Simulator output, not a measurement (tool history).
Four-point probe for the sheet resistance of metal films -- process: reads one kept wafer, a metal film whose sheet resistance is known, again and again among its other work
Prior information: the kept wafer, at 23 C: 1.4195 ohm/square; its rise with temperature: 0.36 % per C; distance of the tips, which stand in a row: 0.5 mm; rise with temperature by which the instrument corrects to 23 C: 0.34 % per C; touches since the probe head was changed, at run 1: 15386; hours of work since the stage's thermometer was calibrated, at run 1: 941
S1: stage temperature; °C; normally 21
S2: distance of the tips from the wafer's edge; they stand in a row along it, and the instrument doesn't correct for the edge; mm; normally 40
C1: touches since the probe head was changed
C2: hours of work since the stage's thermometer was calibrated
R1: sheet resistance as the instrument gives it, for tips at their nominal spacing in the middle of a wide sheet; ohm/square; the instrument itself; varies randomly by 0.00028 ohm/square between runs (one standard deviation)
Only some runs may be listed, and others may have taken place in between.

run	hour	S1	S2	C1	C2	R1
1	0.0	21	40	15386	941	1.417833
2	65.0	21	40	17493	968	1.418790
3	133.7	21	40	19719	997	1.419407
4	184.1	21	40	21353	1018	1.420574
5	240.0	21	68	23167	1041	1.421047
6	275.5	26	40	24317	1055	1.422339
7	335.4	33	40	26260	1080	1.424120
8	367.2	33	40	27289	1093	1.424464
9	399.4	33	40	28333	1107	1.425283
10	454.8	33	21	30130	1130	1.425984
11	486.5	21	40	31160	1143	1.423033
12	525.2	21	40	32411	1159	1.423186
13	576.4	21	40	34072	1180	1.424013
14	614.0	21	40	35291	1195	1.424210
15	678.0	21	4	37368	1222	1.436645
16	725.4	21	4	38904	1242	1.437162
17	761.2	21	40	40065	1256	1.425975
18	821.2	21	40	42008	1281	1.426081
19	851.9	21	40	43006	1294	1.426345
20	883.6	21	40	44032	1307	1.426816
21	945.3	21	40	46034	1332	1.427476
# hour 1003.9: stage's thermometer calibrated
22	1013.1	21	40	48213	4	1.425811
23	1063.2	21	3	49837	25	1.447225
24	1115.5	28	14	51535	46	1.429506
25	1154.4	19	6	52795	62	1.431623
26	1214.6	25	18	54746	87	1.429079
27	1250.9	29	52	55925	102	1.430482
28	1314.0	30	27	57970	128	1.431190
29	1359.5	30	27	59443	147	1.432223
30	1416.9	30	27	61304	171	1.432689
31	1483.4	24	3	63461	198	1.451838
32	1522.5	24	17	64730	215	1.432261
33	1569.5	24	8	66251	234	1.435061
34	1638.3	24	8	68484	262	1.436154
35	1691.2	27	5	70199	284	1.441295
36	1750.1	33	44	72108	309	1.435967
37	1787.3	27	5	73314	324	1.442484
38	1841.5	32	13	75071	346	1.437606
39	1881.3	22	72	76360	363	1.434461
40	1939.1	23	10	78234	387	1.437208
41	1981.6	32	62	79613	404	1.437670
42	2047.9	20	4	81764	432	1.447432
# hour 2083.1: new probe head fitted
43	2108.8	20	6	835	457	1.412343
44	2157.8	20	6	2422	477	1.412681

Per-run results on a tool with no hidden state, each run keeping its own random variation:
Hidden conditions of the tool in this case: inner tips' distance over the nominal, %; tips' flats over new ones', %; wafer's true temperature over the reading, C; drift of the gauge itself on sheet_ohm, %.
run	R1
1	1.418568
2	1.418904
3	1.418858
4	1.419563
5	1.419486
6	1.420449
7	1.421718
8	1.421730
9	1.422238
10	1.422405
11	1.419095
12	1.418878
13	1.419209
14	1.419032
15	1.430843
16	1.430871
17	1.419403
18	1.418963
19	1.418949
20	1.419104
21	1.419180
22	1.418770
23	1.439623
24	1.421510
25	1.423282
26	1.420189
27	1.421248
28	1.421394
29	1.422002
30	1.421915
31	1.440287
32	1.420496
33	1.422846
34	1.423290
35	1.427912
36	1.422104
37	1.428203
38	1.422891
39	1.419355
40	1.421554
41	1.421649
42	1.430651
43	1.424118
44	1.423966
